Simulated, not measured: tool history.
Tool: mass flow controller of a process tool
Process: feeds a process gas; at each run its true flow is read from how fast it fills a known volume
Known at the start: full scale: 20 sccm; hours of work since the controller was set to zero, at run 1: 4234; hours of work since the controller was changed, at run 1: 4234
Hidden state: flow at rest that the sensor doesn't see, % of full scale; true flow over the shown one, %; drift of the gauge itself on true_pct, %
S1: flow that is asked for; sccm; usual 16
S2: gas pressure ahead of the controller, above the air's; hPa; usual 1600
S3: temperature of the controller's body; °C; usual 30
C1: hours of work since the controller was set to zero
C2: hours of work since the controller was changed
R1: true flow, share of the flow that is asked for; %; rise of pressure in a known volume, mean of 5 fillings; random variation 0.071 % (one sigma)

run 1 hour=0 | S1=16 S2=1600 S3=30 | C1=4234 C2=4234 | R1=99.41
run 2 hour=104.3 | S1=16 S2=2250 S3=30 | C1=4302 C2=4302 | R1=99.07
run 3 hour=211.4 | S1=16 S2=1600 S3=30 | C1=4372 C2=4372 | R1=99.35
run 4 hour=372.7 | S1=4 S2=1600 S3=30 | C1=4478 C2=4478 | R1=96.75
run 5 hour=454.1 | S1=4 S2=1600 S3=30 | C1=4532 C2=4532 | R1=96.72
run 6 hour=545.9 | S1=16 S2=1600 S3=37 | C1=4592 C2=4592 | R1=99.68
run 7 hour=679.2 | S1=16 S2=1600 S3=37 | C1=4679 C2=4679 | R1=99.73
run 8 hour=806.4 | S1=16 S2=1600 S3=30 | C1=4763 C2=4763 | R1=99.27
run 9 hour=961.5 | S1=4 S2=1600 S3=30 | C1=4865 C2=4865 | R1=96.53
run 10 hour=1059 | S1=16 S2=2410 S3=30 | C1=4929 C2=4929 | R1=98.91
run 11 hour=1237.5 | S1=16 S2=2410 S3=30 | C1=5046 C2=5046 | R1=98.68
-- hour=1252.5 controller's zero set anew
run 12 hour=1360 | S1=6 S2=1830 S3=24 | C1=71 C2=5126 | R1=95.68
run 13 hour=1448.3 | S1=6 S2=1830 S3=24 | C1=129 C2=5184 | R1=95.69
run 14 hour=1572.6 | S1=16 S2=1410 S3=25 | C1=210 C2=5265 | R1=98.47
-- hour=1647.6 controller's zero set anew, once more
run 15 hour=1653 | S1=16 S2=2230 S3=32 | C1=4 C2=5318 | R1=99.72
run 16 hour=1756.6 | S1=5 S2=1900 S3=27 | C1=72 C2=5386 | R1=99.02
run 17 hour=1871.9 | S1=5 S2=1900 S3=27 | C1=147 C2=5461 | R1=98.77
run 18 hour=2000.6 | S1=2 S2=2680 S3=27 | C1=232 C2=5546 | R1=97.98
run 19 hour=2163.7 | S1=2 S2=1950 S3=24 | C1=339 C2=5653 | R1=97.94
run 20 hour=2308.8 | S1=4 S2=2310 S3=27 | C1=434 C2=5748 | R1=98.38
run 21 hour=2436.3 | S1=4 S2=2310 S3=27 | C1=518 C2=5832 | R1=98.18
run 22 hour=2538.2 | S1=4 S2=1450 S3=24 | C1=584 C2=5899 | R1=98.56

Measured less the same run without the tool's hidden state. The same run-to-run variation is in both; the gauge's scatter may not be:
run=1 R1=-1.08
run=2 R1=-1.09
run=3 R1=-1.11
run=4 R1=-3.22
run=5 R1=-3.25
run=6 R1=-1.16
run=7 R1=-1.19
run=8 R1=-1.21
run=9 R1=-3.5
run=10 R1=-1.24
run=11 R1=-1.27
run=12 R1=-3.59
run=13 R1=-3.62
run=14 R1=-1.69
run=15 R1=-0.53
run=16 R1=-0.62
run=17 R1=-0.66
run=18 R1=-0.98
run=19 R1=-1.13
run=20 R1=-0.91
run=21 R1=-0.96
run=22 R1=-1.01

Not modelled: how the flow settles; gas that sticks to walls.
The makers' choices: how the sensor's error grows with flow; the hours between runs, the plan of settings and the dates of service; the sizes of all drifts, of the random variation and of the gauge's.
